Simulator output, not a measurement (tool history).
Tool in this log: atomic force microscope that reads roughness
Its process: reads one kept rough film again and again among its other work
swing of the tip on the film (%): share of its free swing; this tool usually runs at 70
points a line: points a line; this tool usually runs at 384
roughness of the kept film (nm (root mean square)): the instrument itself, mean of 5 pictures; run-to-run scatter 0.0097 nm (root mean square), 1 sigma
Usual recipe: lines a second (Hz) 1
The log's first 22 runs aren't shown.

run,hour,lines a second (Hz),swing of the tip on the film (%),points a line,pictures with this tip,hours of work since the height scale was calibrated,roughness of the kept film (nm (root mean square))
23,160,0.71,71,825,260,42,1.818
24,168.6,1.34,78,343,267,46,1.714
25,173.7,1,71,584,271,49,1.8
26,180.7,1,71,584,276,52,1.78
27,185.2,2.24,70,405,279,54,1.737
28,193.3,2.24,68,405,285,58,1.72
29,200.5,3.91,61,675,291,61,1.724
30,211.1,3.91,61,675,299,67,1.687
31,217.6,3.91,61,675,304,70,1.699

Here are 5 independent what-if runs from the current tool condition. What would each one return?
A,225.3,3.91,58,590,309,73,?
B,225.3,1.44,82,373,309,73,?
C,225.3,1,69,384,309,73,?
D,225.3,3.91,61,1020,309,73,?
E,225.3,0.8,78,675,309,73,?

run,roughness of the kept film (nm (root mean square))
A,1.691
B,1.653
C,1.717
D,1.693
E,1.745
The same runs, with their run-to-run variation unchanged, on a tool lacking any hidden condition would have given:
run,roughness of the kept film (nm (root mean square))
A,2.159
B,2.11
C,2.193
D,2.16
E,2.229
